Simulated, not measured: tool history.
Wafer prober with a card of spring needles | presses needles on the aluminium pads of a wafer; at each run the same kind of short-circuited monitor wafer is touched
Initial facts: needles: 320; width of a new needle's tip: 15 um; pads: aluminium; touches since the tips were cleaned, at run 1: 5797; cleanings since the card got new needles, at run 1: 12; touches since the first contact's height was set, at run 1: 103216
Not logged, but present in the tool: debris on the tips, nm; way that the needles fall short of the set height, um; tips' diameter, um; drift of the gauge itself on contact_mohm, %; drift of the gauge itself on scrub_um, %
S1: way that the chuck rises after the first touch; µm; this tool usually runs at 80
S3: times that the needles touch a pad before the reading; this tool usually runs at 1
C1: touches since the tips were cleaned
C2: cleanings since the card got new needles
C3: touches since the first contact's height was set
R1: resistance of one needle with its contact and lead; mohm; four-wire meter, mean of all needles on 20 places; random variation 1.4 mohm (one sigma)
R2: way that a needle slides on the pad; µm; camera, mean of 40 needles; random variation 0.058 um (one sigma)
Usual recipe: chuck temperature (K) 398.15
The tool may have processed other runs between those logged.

run 1 hour=0.0 | S1=80 chuck_temperature_(K)=398.15 S3=1 | C1=5797 C2=12 C3=103216 | R1=137 R2=21.12
-- hour=2.9 tips cleaned on abrasive film
-- hour=17.3 tips cleaned on abrasive film
run 2 hour=23.2 | S1=80 chuck_temperature_(K)=398.15 S3=1 | C1=3049 C2=14 C3=115108 | R1=133 R2=20.96
-- hour=32.8 tips cleaned on abrasive film
-- hour=46.1 tips cleaned on abrasive film
run 3 hour=46.1 | S1=80 chuck_temperature_(K)=398.15 S3=1 | C1=0 C2=16 C3=126796 | R1=127 R2=21.07
-- hour=59.5 tips cleaned on abrasive film
run 4 hour=65.1 | S1=80 chuck_temperature_(K)=398.15 S3=1 | C1=2903 C2=17 C3=136566 | R1=131 R2=20.97
-- hour=74.1 tips cleaned on abrasive film
-- hour=87.7 tips cleaned on abrasive film
run 5 hour=87.7 | S1=80 chuck_temperature_(K)=398.15 S3=1 | C1=0 C2=19 C3=148128 | R1=127 R2=20.93
-- hour=101.2 tips cleaned on abrasive film
run 6 hour=106.8 | S1=80 chuck_temperature_(K)=398.15 S3=1 | C1=2899 C2=20 C3=157939 | R1=134 R2=21.00
-- hour=116.0 tips cleaned on abrasive film
run 7 hour=119.9 | S1=80 chuck_temperature_(K)=398.15 S3=1 | C1=1976 C2=21 C3=164606 | R1=130 R2=20.88
-- hour=131.5 tips cleaned on abrasive film
run 8 hour=143.0 | S1=80 chuck_temperature_(K)=398.15 S3=1 | C1=5925 C2=22 C3=176500 | R1=135 R2=20.84
-- hour=145.4 tips cleaned on abrasive film
-- hour=160.3 tips cleaned on abrasive film
-- hour=173.6 tips cleaned on abrasive film
run 9 hour=173.8 | S1=80 chuck_temperature_(K)=398.15 S3=1 | C1=103 C2=25 C3=192236 | R1=128 R2=20.85
-- hour=187.5 tips cleaned on abrasive film
-- hour=201.9 tips cleaned on abrasive film
run 10 hour=202.5 | S1=80 chuck_temperature_(K)=398.15 S3=1 | C1=320 C2=27 C3=206961 | R1=128 R2=20.73
-- hour=215.8 tips cleaned on abrasive film
run 11 hour=222.9 | S1=80 chuck_temperature_(K)=398.15 S3=1 | C1=3645 C2=28 C3=217427 | R1=135 R2=20.74
-- hour=229.9 tips cleaned on abrasive film
-- hour=243.6 tips cleaned on abrasive film
run 12 hour=248.0 | S1=80 chuck_temperature_(K)=324.15 S3=1 | C1=2276 C2=30 C3=230266 | R1=123 R2=20.56
-- hour=257.6 tips cleaned on abrasive film
-- hour=265.5 height of the first contact set anew
-- hour=272.7 tips cleaned on abrasive film
run 13 hour=274.7 | S1=80 chuck_temperature_(K)=324.15 S3=1 | C1=1044 C2=32 C3=4705 | R1=118 R2=21.50
-- hour=286.4 tips cleaned on abrasive film
run 14 hour=287.2 | S1=80 chuck_temperature_(K)=398.15 S3=1 | C1=404 C2=33 C3=11097 | R1=126 R2=21.41
-- hour=299.8 tips cleaned on abrasive film
run 15 hour=310.6 | S1=80 chuck_temperature_(K)=398.15 S3=1 | C1=5585 C2=34 C3=23150 | R1=136 R2=21.38
-- hour=314.4 tips cleaned on abrasive film
-- hour=327.6 tips cleaned on abrasive film
run 16 hour=327.6 | S1=67 chuck_temperature_(K)=305.15 S3=2 | C1=0 C2=36 C3=31799 | R1=115 R2=17.86
-- hour=341.2 tips cleaned on abrasive film
run 17 hour=341.2 | S1=77 chuck_temperature_(K)=351.15 S3=1 | C1=0 C2=37 C3=38763 | R1=121 R2=20.48
-- hour=355.8 tips cleaned on abrasive film
run 18 hour=367.2 | S1=63 chuck_temperature_(K)=398.15 S3=2 | C1=5898 C2=38 C3=52135 | R1=141 R2=16.73
-- hour=370.1 tips cleaned on abrasive film
-- hour=383.3 tips cleaned on abrasive film
-- hour=396.3 tips cleaned on abrasive film
run 19 hour=397.5 | S1=80 chuck_temperature_(K)=354.15 S3=2 | C1=631 C2=41 C3=67608 | R1=120 R2=21.17
-- hour=409.8 tips cleaned on abrasive film
run 20 hour=418.4 | S1=80 chuck_temperature_(K)=354.15 S3=2 | C1=4418 C2=42 C3=78336 | R1=127 R2=21.21
-- hour=423.5 tips cleaned on abrasive film
-- hour=437.5 tips cleaned on abrasive film
run 21 hour=443.6 | S1=90 chuck_temperature_(K)=393.15 S3=1 | C1=3130 C2=44 C3=91262 | R1=128 R2=23.62
-- hour=450.5 tips cleaned on abrasive film
-- hour=466.2 tips cleaned on abrasive film
run 22 hour=474.3 | S1=90 chuck_temperature_(K)=393.15 S3=2 | C1=4155 C2=46 C3=106988 | R1=128 R2=23.76
-- hour=480.8 tips cleaned on abrasive film
run 23 hour=492.4 | S1=62 chuck_temperature_(K)=320.15 S3=2 | C1=6003 C2=47 C3=116297 | R1=133 R2=16.20
-- hour=495.1 tips cleaned on abrasive film
-- hour=508.9 tips cleaned on abrasive film
run 24 hour=515.4 | S1=77 chuck_temperature_(K)=320.15 S3=2 | C1=3335 C2=49 C3=128040 | R1=123 R2=20.18
-- hour=522.7 tips cleaned on abrasive film
run 25 hour=528.4 | S1=73 chuck_temperature_(K)=335.15 S3=2 | C1=2953 C2=50 C3=134714 | R1=124 R2=19.04
-- hour=537.3 tips cleaned on abrasive film
-- hour=550.9 tips cleaned on abrasive film
run 26 hour=551.4 | S1=82 chuck_temperature_(K)=301.15 S3=2 | C1=262 C2=52 C3=146455 | R1=112 R2=21.42
-- hour=564.5 tips cleaned on abrasive film
run 27 hour=571.0 | S1=68 chuck_temperature_(K)=301.15 S3=2 | C1=3320 C2=53 C3=156523 | R1=122 R2=17.56
-- hour=578.6 tips cleaned on abrasive film
-- hour=591.8 tips cleaned on abrasive film
run 28 hour=595.6 | S1=68 chuck_temperature_(K)=301.15 S3=2 | C1=1981 C2=55 C3=169139 | R1=122 R2=17.52
-- hour=604.9 tips cleaned on abrasive film
run 29 hour=608.6 | S1=68 chuck_temperature_(K)=385.15 S3=2 | C1=1935 C2=56 C3=175810 | R1=128 R2=17.50
-- hour=618.7 tips cleaned on abrasive film
-- hour=633.9 tips cleaned on abrasive film
run 30 hour=639.3 | S1=68 chuck_temperature_(K)=385.15 S3=2 | C1=2772 C2=58 C3=191521 | R1=131 R2=17.41

Entry by entry between the runs, the difference in hidden state between the last listed run before and the first listed run after:
Runs 1 to 2: tips cleaned on abrasive film (hour 2.9); tips cleaned on abrasive film (hour 17.3)
  debris on the tips, nm: 66.2 -> 47.3; way that the needles fall short of the set height, um: 1.26 -> 1.46; tips' diameter, um: 15.44 -> 15.51
  what was measured, less what the result would be without the hidden state, R1: +11 -> +8 mohm; R2: -0.33 -> -0.39 µm
Runs 2 to 3: tips cleaned on abrasive film (hour 32.8); tips cleaned on abrasive film (hour 46.1)
  debris on the tips, nm: 47.3 -> 3.5; way that the needles fall short of the set height, um: 1.46 -> 1.66; tips' diameter, um: 15.51 -> 15.58
  what was measured, less what the result would be without the hidden state, R1: +8 -> +1 mohm; R2: -0.39 -> -0.44 µm
Runs 3 to 4: tips cleaned on abrasive film (hour 59.5)
  debris on the tips, nm: 3.5 -> 40.8; way that the needles fall short of the set height, um: 1.66 -> 1.75; tips' diameter, um: 15.58 -> 15.61
  what was measured, less what the result would be without the hidden state, R1: +1 -> +8 mohm; R2: -0.44 -> -0.46 µm
Runs 4 to 5: tips cleaned on abrasive film (hour 74.1); tips cleaned on abrasive film (hour 87.7)
  debris on the tips, nm: 40.8 -> 7.6; way that the needles fall short of the set height, um: 1.75 -> 1.94; tips' diameter, um: 15.61 -> 15.68
  what was measured, less what the result would be without the hidden state, R1: +8 -> +2 mohm; R2: -0.46 -> -0.52 µm
Runs 5 to 6: tips cleaned on abrasive film (hour 101.2)
  debris on the tips, nm: 7.6 -> 47.5; way that the needles fall short of the set height, um: 1.94 -> 2.07; tips' diameter, um: 15.68 -> 15.72
  what was measured, less what the result would be without the hidden state, R1: +2 -> +8 mohm; R2: -0.52 -> -0.56 µm
Runs 6 to 7: tips cleaned on abrasive film (hour 116.0)
  debris on the tips, nm: 47.5 -> 37; way that the needles fall short of the set height, um: 2.07 -> 2.19; tips' diameter, um: 15.72 -> 15.77
  what was measured, less what the result would be without the hidden state, R1: +8 -> +7 mohm; R2: -0.56 -> -0.59 µm
Runs 7 to 8: tips cleaned on abrasive film (hour 131.5)
  debris on the tips, nm: 37 -> 67.2; way that the needles fall short of the set height, um: 2.19 -> 2.32; tips' diameter, um: 15.77 -> 15.81
  what was measured, less what the result would be without the hidden state, R1: +7 -> +12 mohm; R2: -0.59 -> -0.62 µm
Runs 8 to 9: tips cleaned on abrasive film (hour 145.4); tips cleaned on abrasive film (hour 160.3); tips cleaned on abrasive film (hour 173.6)
  debris on the tips, nm: 67.2 -> 5.7; way that the needles fall short of the set height, um: 2.32 -> 2.62; tips' diameter, um: 15.81 -> 15.92
  what was measured, less what the result would be without the hidden state, R1: +12 -> +1 mohm; R2: -0.62 -> -0.70 µm
Runs 9 to 10: tips cleaned on abrasive film (hour 187.5); tips cleaned on abrasive film (hour 201.9)
  debris on the tips, nm: 5.7 -> 12.5; way that the needles fall short of the set height, um: 2.62 -> 2.82; tips' diameter, um: 15.92 -> 15.99
  what was measured, less what the result would be without the hidden state, R1: +1 -> +3 mohm; R2: -0.70 -> -0.76 µm
Runs 10 to 11: tips cleaned on abrasive film (hour 215.8)
  debris on the tips, nm: 12.5 -> 52.1; way that the needles fall short of the set height, um: 2.82 -> 2.95; tips' diameter, um: 15.99 -> 16.03
  what was measured, less what the result would be without the hidden state, R1: +3 -> +10 mohm; R2: -0.76 -> -0.80 µm
Runs 11 to 12: tips cleaned on abrasive film (hour 229.9); tips cleaned on abrasive film (hour 243.6)
  debris on the tips, nm: 52.1 -> 37.1; way that the needles fall short of the set height, um: 2.95 -> 3.13; tips' diameter, um: 16.03 -> 16.09
  what was measured, less what the result would be without the hidden state, R1: +10 -> +8 mohm; R2: -0.80 -> -0.83 µm
Runs 12 to 13: tips cleaned on abrasive film (hour 257.6); height of the first contact set anew (hour 265.5); tips cleaned on abrasive film (hour 272.7)
  debris on the tips, nm: 37.1 -> 18; way that the needles fall short of the set height, um: 3.13 -> 0.1; tips' diameter, um: 16.09 -> 16.16
  what was measured, less what the result would be without the hidden state, R1: +8 -> +3 mohm; R2: -0.83 -> -0.03 µm
Runs 13 to 14: tips cleaned on abrasive film (hour 286.4)
  debris on the tips, nm: 18 -> 12.6; way that the needles fall short of the set height, um: 0.1 -> 0.19; tips' diameter, um: 16.16 -> 16.2
  what was measured, less what the result would be without the hidden state, R1: +3 -> +3 mohm; R2: -0.03 -> -0.06 µm
Runs 14 to 15: tips cleaned on abrasive film (hour 299.8)
  debris on the tips, nm: 12.6 -> 67.4; way that the needles fall short of the set height, um: 0.19 -> 0.28; tips' diameter, um: 16.2 -> 16.22
  what was measured, less what the result would be without the hidden state, R1: +3 -> +12 mohm; R2: -0.06 -> -0.07 µm
Runs 15 to 16: tips cleaned on abrasive film (hour 314.4); tips cleaned on abrasive film (hour 327.6)
  debris on the tips, nm: 67.4 -> 4.9; way that the needles fall short of the set height, um: 0.28 -> 0.5; tips' diameter, um: 16.22 -> 16.3
  what was measured, less what the result would be without the hidden state, R1: +12 -> +2 mohm; R2: -0.07 -> -0.14 µm
Runs 16 to 17: tips cleaned on abrasive film (hour 341.2)
  debris on the tips, nm: 4.9 -> 5.6; way that the needles fall short of the set height, um: 0.5 -> 0.62; tips' diameter, um: 16.3 -> 16.35
  what was measured, less what the result would be without the hidden state, R1: +2 -> +2 mohm; R2: -0.14 -> -0.17 µm
Runs 17 to 18: tips cleaned on abrasive film (hour 355.8)
  debris on the tips, nm: 5.6 -> 68; way that the needles fall short of the set height, um: 0.62 -> 0.75; tips' diameter, um: 16.35 -> 16.39
  what was measured, less what the result would be without the hidden state, R1: +2 -> +11 mohm; R2: -0.17 -> -0.20 µm
Runs 18 to 19: tips cleaned on abrasive film (hour 370.1); tips cleaned on abrasive film (hour 383.3); tips cleaned on abrasive film (hour 396.3)
  debris on the tips, nm: 68 -> 15.9; way that the needles fall short of the set height, um: 0.75 -> 1.01; tips' diameter, um: 16.39 -> 16.48
  what was measured, less what the result would be without the hidden state, R1: +11 -> +2 mohm; R2: -0.20 -> -0.28 µm
Runs 19 to 20: tips cleaned on abrasive film (hour 409.8)
  debris on the tips, nm: 15.9 -> 59.5; way that the needles fall short of the set height, um: 1.01 -> 1.13; tips' diameter, um: 16.48 -> 16.52
  what was measured, less what the result would be without the hidden state, R1: +2 -> +8 mohm; R2: -0.28 -> -0.30 µm
Runs 20 to 21: tips cleaned on abrasive film (hour 423.5); tips cleaned on abrasive film (hour 437.5)
  debris on the tips, nm: 59.5 -> 43.9; way that the needles fall short of the set height, um: 1.13 -> 1.34; tips' diameter, um: 16.52 -> 16.6
  what was measured, less what the result would be without the hidden state, R1: +8 -> +7 mohm; R2: -0.30 -> -0.36 µm
Runs 21 to 22: tips cleaned on abrasive film (hour 450.5); tips cleaned on abrasive film (hour 466.2)
  debris on the tips, nm: 43.9 -> 54.6; way that the needles fall short of the set height, um: 1.34 -> 1.54; tips' diameter, um: 16.6 -> 16.67
  what was measured, less what the result would be without the hidden state, R1: +7 -> +5 mohm; R2: -0.36 -> -0.41 µm
Runs 22 to 23: tips cleaned on abrasive film (hour 480.8)
  debris on the tips, nm: 54.6 -> 64.7; way that the needles fall short of the set height, um: 1.54 -> 1.64; tips' diameter, um: 16.67 -> 16.7
  what was measured, less what the result would be without the hidden state, R1: +5 -> +13 mohm; R2: -0.41 -> -0.44 µm
Runs 23 to 24: tips cleaned on abrasive film (hour 495.1); tips cleaned on abrasive film (hour 508.9)
  debris on the tips, nm: 64.7 -> 50.7; way that the needles fall short of the set height, um: 1.64 -> 1.87; tips' diameter, um: 16.7 -> 16.78
  what was measured, less what the result would be without the hidden state, R1: +13 -> +7 mohm; R2: -0.44 -> -0.51 µm
Runs 24 to 25: tips cleaned on abrasive film (hour 522.7)
  debris on the tips, nm: 50.7 -> 42.4; way that the needles fall short of the set height, um: 1.87 -> 1.96; tips' diameter, um: 16.78 -> 16.81
  what was measured, less what the result would be without the hidden state, R1: +7 -> +7 mohm; R2: -0.51 -> -0.53 µm
Runs 25 to 26: tips cleaned on abrasive film (hour 537.3); tips cleaned on abrasive film (hour 550.9)
  debris on the tips, nm: 42.4 -> 12.4; way that the needles fall short of the set height, um: 1.96 -> 2.2; tips' diameter, um: 16.81 -> 16.9
  what was measured, less what the result would be without the hidden state, R1: +7 -> +2 mohm; R2: -0.53 -> -0.59 µm
Runs 26 to 27: tips cleaned on abrasive film (hour 564.5)
  debris on the tips, nm: 12.4 -> 47.6; way that the needles fall short of the set height, um: 2.2 -> 2.32; tips' diameter, um: 16.9 -> 16.94
  what was measured, less what the result would be without the hidden state, R1: +2 -> +9 mohm; R2: -0.59 -> -0.63 µm
Runs 27 to 28: tips cleaned on abrasive film (hour 578.6); tips cleaned on abrasive film (hour 591.8)
  debris on the tips, nm: 47.6 -> 35.5; way that the needles fall short of the set height, um: 2.32 -> 2.54; tips' diameter, um: 16.94 -> 17.02
  what was measured, less what the result would be without the hidden state, R1: +9 -> +8 mohm; R2: -0.63 -> -0.68 µm
Runs 28 to 29: tips cleaned on abrasive film (hour 604.9)
  debris on the tips, nm: 35.5 -> 32.5; way that the needles fall short of the set height, um: 2.54 -> 2.62; tips' diameter, um: 17.02 -> 17.04
  what was measured, less what the result would be without the hidden state, R1: +8 -> +6 mohm; R2: -0.68 -> -0.70 µm
Runs 29 to 30: tips cleaned on abrasive film (hour 618.7); tips cleaned on abrasive film (hour 633.9)
  debris on the tips, nm: 32.5 -> 40; way that the needles fall short of the set height, um: 2.62 -> 2.81; tips' diameter, um: 17.04 -> 17.11
  what was measured, less what the result would be without the hidden state, R1: +6 -> +7 mohm; R2: -0.70 -> -0.75 µm

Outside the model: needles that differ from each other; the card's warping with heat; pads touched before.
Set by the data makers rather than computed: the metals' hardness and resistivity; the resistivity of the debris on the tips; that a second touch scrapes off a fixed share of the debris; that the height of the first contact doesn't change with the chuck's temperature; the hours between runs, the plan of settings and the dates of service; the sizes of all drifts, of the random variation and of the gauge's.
